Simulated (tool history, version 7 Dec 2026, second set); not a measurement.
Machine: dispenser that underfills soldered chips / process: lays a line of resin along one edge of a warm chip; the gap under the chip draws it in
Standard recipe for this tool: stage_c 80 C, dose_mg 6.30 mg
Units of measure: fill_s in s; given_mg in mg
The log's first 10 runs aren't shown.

-- day=3.867 new syringe of resin
run 11 day=3.942 | stage_c=80 dose_mg=5.77 | fill_s=16.6 given_mg=5.60
-- day=4.325 new syringe of resin
run 12 day=4.325 | stage_c=80 dose_mg=5.77 | fill_s=15.3 given_mg=5.68
-- day=4.654 dispensing valve cleaned and set on the balance
-- day=4.838 new syringe of resin
run 13 day=4.875 | stage_c=80 dose_mg=5.77 | fill_s=16.1 given_mg=5.73
-- day=5.304 new syringe of resin
run 14 day=5.517 | stage_c=80 dose_mg=5.77 | fill_s=19.2 given_mg=5.71
-- day=5.742 new syringe of resin
run 15 day=6.058 | stage_c=80 dose_mg=5.77 | fill_s=20.3 given_mg=5.67
-- day=6.183 new syringe of resin
run 16 day=6.500 | stage_c=80 dose_mg=6.30 | fill_s=20.4 given_mg=6.15
-- day=6.667 new syringe of resin
run 17 day=7.050 | stage_c=80 dose_mg=7.76 | fill_s=20.7 given_mg=7.60
-- day=7.112 new syringe of resin
-- day=7.592 new syringe of resin
run 18 day=7.671 | stage_c=95 dose_mg=5.98 | fill_s=10.3 given_mg=5.79
-- day=7.979 dispensing valve cleaned and set on the balance
-- day=8.092 new syringe of resin
run 19 day=8.092 | stage_c=66 dose_mg=6.83 | fill_s=22.6 given_mg=6.83
run 20 day=8.392 | stage_c=80 dose_mg=6.67 | fill_s=19.5 given_mg=6.67
-- day=8.538 new syringe of resin
run 21 day=8.908 | stage_c=80 dose_mg=6.67 | fill_s=20.5 given_mg=6.59
-- day=8.979 new syringe of resin
-- day=9.429 new syringe of resin
run 22 day=9.450 | stage_c=68 dose_mg=7.31 | fill_s=22.3 given_mg=7.26
-- day=9.871 new syringe of resin
run 23 day=10.100 | stage_c=87 dose_mg=5.83 | fill_s=15.6 given_mg=5.69
-- day=10.333 new syringe of resin
run 24 day=10.508 | stage_c=85 dose_mg=6.33 | fill_s=14.9 given_mg=6.16
-- day=10.783 new syringe of resin
run 25 day=10.875 | stage_c=85 dose_mg=6.33 | fill_s=13.8 given_mg=6.13
-- day=11.262 new syringe of resin
-- day=11.354 dispensing valve cleaned and set on the balance
run 26 day=11.533 | stage_c=85 dose_mg=6.33 | fill_s=15.2 given_mg=6.30
-- day=11.771 new syringe of resin
run 27 day=12.025 | stage_c=76 dose_mg=8.02 | fill_s=20.8 given_mg=7.92
-- day=12.242 new syringe of resin
run 28 day=12.621 | stage_c=65 dose_mg=5.97 | fill_s=34.9 given_mg=5.87
-- day=12.696 new syringe of resin
run 29 day=13.088 | stage_c=73 dose_mg=7.44 | fill_s=27.4 given_mg=7.30
-- day=13.192 new syringe of resin
run 30 day=13.425 | stage_c=71 dose_mg=5.58 | fill_s=25.1 given_mg=5.48
-- day=13.633 new syringe of resin
run 31 day=14.025 | stage_c=71 dose_mg=5.58 | fill_s=28.8 given_mg=5.39
-- day=14.112 new syringe of resin
-- day=14.567 new syringe of resin
run 32 day=14.612 | stage_c=73 dose_mg=5.65 | fill_s=20.2 given_mg=5.44
-- day=14.712 dispensing valve cleaned and set on the balance
-- day=15.067 new syringe of resin
run 33 day=15.258 | stage_c=73 dose_mg=5.65 | fill_s=22.9 given_mg=5.62
-- day=15.546 new syringe of resin
run 34 day=15.754 | stage_c=71 dose_mg=7.87 | fill_s=23.3 given_mg=7.82

Below are 4 alternative next runs, each starting from the tool's condition after run 34. Predict each:
-- day=16.012 new syringe of resin
run A day=16.171 | stage_c=88 dose_mg=7.65 | fill_s=? given_mg=?
-- day=16.012 new syringe of resin
run B day=16.171 | stage_c=80 dose_mg=6.55 | fill_s=? given_mg=?
-- day=16.012 new syringe of resin
run C day=16.171 | stage_c=94 dose_mg=6.65 | fill_s=? given_mg=?
-- day=16.012 new syringe of resin
run D day=16.171 | stage_c=71 dose_mg=6.57 | fill_s=? given_mg=?

run=A fill_s=13.7 given_mg=7.49
run=B fill_s=16.8 given_mg=6.48
run=C fill_s=11.2 given_mg=6.53
run=D fill_s=22.7 given_mg=6.47
Without the tool's hidden state the same runs would have given:
run=A fill_s=12.1 given_mg=7.61
run=B fill_s=14.8 given_mg=6.58
run=C fill_s=9.8 given_mg=6.64
run=D fill_s=19.8 given_mg=6.57

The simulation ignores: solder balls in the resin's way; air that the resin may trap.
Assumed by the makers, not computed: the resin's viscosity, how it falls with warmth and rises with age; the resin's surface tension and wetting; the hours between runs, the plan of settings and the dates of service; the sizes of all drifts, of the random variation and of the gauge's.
